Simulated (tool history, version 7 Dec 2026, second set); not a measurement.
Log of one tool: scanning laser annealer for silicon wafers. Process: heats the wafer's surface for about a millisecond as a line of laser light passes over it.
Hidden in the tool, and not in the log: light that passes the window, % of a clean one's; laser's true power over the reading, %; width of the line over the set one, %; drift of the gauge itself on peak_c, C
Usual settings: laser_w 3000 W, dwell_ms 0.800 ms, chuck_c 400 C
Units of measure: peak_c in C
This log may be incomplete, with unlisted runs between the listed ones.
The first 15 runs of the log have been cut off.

run	day	laser_w	dwell_ms	chuck_c	hours of work since the window was cleaned	hours of work since the power meter was calibrated	hours of work since the optics were aligned	peak_c
16	7.708	3000	0.800	400	221	556	221	1220
# day 7.950: optics aligned, line set to its width
17	8.496	3000	0.800	400	231	566	10	1220
18	9.121	2935	0.800	400	242	577	21	1200
19	9.671	3000	0.800	397	252	587	31	1217
20	10.312	3000	0.800	397	263	599	42	1217
21	10.746	3000	0.800	397	271	606	50	1212
22	11.346	3293	0.892	412	282	617	60	1351
# day 11.688: optics aligned, line set to its width, once more
23	12.262	2777	0.842	380	294	630	10	1156
24	12.829	2777	0.842	380	305	640	20	1158
25	13.508	2777	0.746	425	317	652	32	1157
26	14.192	2777	0.746	383	329	664	45	1115
27	14.596	3266	0.822	381	336	671	52	1279
28	15.196	3140	0.854	381	347	682	62	1256
29	15.908	3025	0.838	363	359	694	75	1201
30	16.462	3025	0.838	363	369	704	85	1202
31	17.192	3006	0.848	373	382	717	98	1211
32	17.608	3006	0.629	364	390	725	105	1095
33	18.171	3006	0.629	364	400	735	115	1093
34	18.858	3006	0.629	364	412	747	128	1096
35	19.567	2705	0.800	428	424	760	140	1163
36	20.296	3211	0.787	396	437	772	153	1257
37	20.983	3192	0.787	396	450	785	165	1254
38	21.421	2960	0.757	396	458	793	173	1176

Branching from run 38: 3 alternative next runs. What would each branch give?
A	21.829	2870	0.800	420	465	800	180	?
B	21.829	2768	0.800	382	465	800	180	?
C	21.829	3000	0.576	400	465	800	180	?

run	peak_c
A	1194
B	1128
C	1097
Stripped of hidden state, with their random variation kept, the same runs would have yielded:
run	peak_c
A	1216
B	1150
C	1117
